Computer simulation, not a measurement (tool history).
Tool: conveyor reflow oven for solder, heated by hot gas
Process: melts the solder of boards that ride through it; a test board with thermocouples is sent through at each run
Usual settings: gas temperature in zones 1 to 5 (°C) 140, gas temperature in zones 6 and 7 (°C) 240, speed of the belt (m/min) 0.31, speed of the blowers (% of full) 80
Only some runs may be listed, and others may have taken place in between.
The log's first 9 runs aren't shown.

run    hour  gas temperature in zones 1 to 5 (°C)  gas temperature in zones 6 and 7 (°C)  speed of the belt (m/min)  speed of the blowers (% of full)  highest temperature of the board (°C)  time above the solder's melting point (s)
 10   393.1                                   140                                    240                      0.342                                80                                  219.8                                       82.1
 11   440.4                                   140                                    240                      0.342                                80                                  219.9                                       82.6
      451.6  -- flux residue cleaned out of gas plates and filters, once more
 12   508.8                                   149                                    240                       0.31                                80                                  226.3                                      103.4
 13   574.1                                   149                                    240                       0.31                                80                                  225.8                                      103.4
 14   630.6                                   149                                    240                       0.31                                80                                  226.1                                      103.3
      666.6  -- belt drive overhauled, speed set with a stopwatch
 15   698.5                                   149                                    240                       0.31                                80                                  225.8                                      102.1
 16   762.3                                   140                                    252                      0.298                                80                                  236.1                                      109.8
 17   827.4                                   147                                    229                      0.294                                64                                  213.7                                       92.3
 18   868.1                                   147                                    229                      0.294                                64                                  213.1                                       92.1
 19   912.6                                   147                                    229                      0.294                                64                                  213.2                                       92.1
 20   955.4                                   137                                    229                      0.294                                64                                  211.3                                         83
 21  1015.8                                   137                                    229                      0.294                                64                                  211.3                                       82.7
 22  1056.6                                   148                                    254                       0.31                                87                                  238.8                                      111.5
 23  1113.7                                   148                                    254                       0.31                                87                                  238.6                                      111.1

Estimate the outcome of run 24 from the log above:
 24  1168.3                                   148                                    243                       0.34                                87                                      ?                                          ?

{"run 24": {"highest temperature of the board (°C)": 226, "time above the solder's melting point (s)": 92.7}}
If the tool had no hidden condition, the same run with the same run-to-run variation would have returned highest temperature of the board (°C) 228.5, time above the solder's melting point (s) 94.4.
